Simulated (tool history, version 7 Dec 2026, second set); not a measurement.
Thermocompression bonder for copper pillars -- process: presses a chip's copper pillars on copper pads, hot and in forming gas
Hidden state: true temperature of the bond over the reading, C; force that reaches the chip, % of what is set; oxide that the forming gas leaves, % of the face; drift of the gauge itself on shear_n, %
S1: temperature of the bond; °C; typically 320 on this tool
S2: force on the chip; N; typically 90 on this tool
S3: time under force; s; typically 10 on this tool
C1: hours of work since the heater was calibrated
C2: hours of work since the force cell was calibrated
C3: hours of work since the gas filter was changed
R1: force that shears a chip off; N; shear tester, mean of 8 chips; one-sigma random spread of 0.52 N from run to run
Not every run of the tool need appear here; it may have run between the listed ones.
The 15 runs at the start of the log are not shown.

run     day   S1   S2  S3   C1   C2   C3    R1
 16  20.838  320   90  10  670  495  126  62.6
 17  21.679  320   90  10  678  504  134  61.0
 18  23.046  320   90  10  692  517  147  60.4
 19  24.912  320   90  10  709  535  165  61.2
 20  25.838  320   90   5  718  544  174  46.0
 21  27.750  307   74  13  737  562  192  47.5
 22  29.367  320   56  10  752  577  208  34.7
 23  30.529  315   56  25  764  589  219  48.5
 24  31.392  315   56  25  772  597  227  48.1
     32.604  -- forming gas filter changed
 25  33.300  315   56  25  790  615    7  48.1
 26  35.096  302   90   7  807  632   24  45.8
 27  35.912  296   89  14  815  640   32  56.2
 28  36.996  320   84  20  826  651   42  72.4
 29  37.983  323   81   6  835  660   52  45.0
 30  38.821  337  105   6  843  668   60  68.9
 31  40.167  306   58  23  856  681   73  45.4

The next listed run, before its measurement:
 32  41.283  308  95  14  867  692  83   ?

{"run 32": {"R1": 66.1}}
If the tool had no hidden condition, the same run with the same run-to-run variation would have returned R1 65.8 N.
